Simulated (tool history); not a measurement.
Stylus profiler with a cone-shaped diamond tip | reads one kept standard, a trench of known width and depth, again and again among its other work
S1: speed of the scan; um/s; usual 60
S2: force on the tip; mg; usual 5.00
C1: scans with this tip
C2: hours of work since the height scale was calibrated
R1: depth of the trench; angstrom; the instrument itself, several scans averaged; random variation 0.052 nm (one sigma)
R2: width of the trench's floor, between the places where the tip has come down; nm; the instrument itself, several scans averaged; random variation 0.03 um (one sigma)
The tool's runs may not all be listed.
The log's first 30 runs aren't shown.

| run | day | S1 | S2 | C1 | C2 | R1 | R2 |
|---|---|---|---|---|---|---|---|
| 31 | 27.729 | 57 | 1.80 | 5051 | 603 | 2008.6 | 47480 |
| 32 | 28.975 | 58 | 4.94 | 5220 | 623 | 2019.6 | 47420 |
| 33 | 29.925 | 60 | 6.21 | 5349 | 638 | 2023.8 | 47460 |
| 34 | 30.508 | 60 | 6.21 | 5428 | 648 | 2022.9 | 47460 |
| 35 | 31.804 | 72 | 2.25 | 5603 | 669 | 2010.4 | 47370 |
| 36 | 32.879 | 201 | 7.95 | 5749 | 686 | 2027.6 | 47260 |
| 37 | 33.650 | 159 | 8.13 | 5854 | 698 | 2028.4 | 47370 |
| 38 | 34.867 | 159 | 8.13 | 6019 | 718 | 2027.8 | 47300 |
| 39 | 35.679 | 163 | 4.50 | 6129 | 731 | 2018.0 | 47240 |

The next listed run, before its measurement:
| 40 | 36.996 | 163 | 4.50 | 6307 | 753 | ? | ? |

{"run 40": {"R1": 2018.8, "R2": 47220}}
Without the tool's hidden state the same run would have given R1 2021.2 angstrom, R2 47820 nm.

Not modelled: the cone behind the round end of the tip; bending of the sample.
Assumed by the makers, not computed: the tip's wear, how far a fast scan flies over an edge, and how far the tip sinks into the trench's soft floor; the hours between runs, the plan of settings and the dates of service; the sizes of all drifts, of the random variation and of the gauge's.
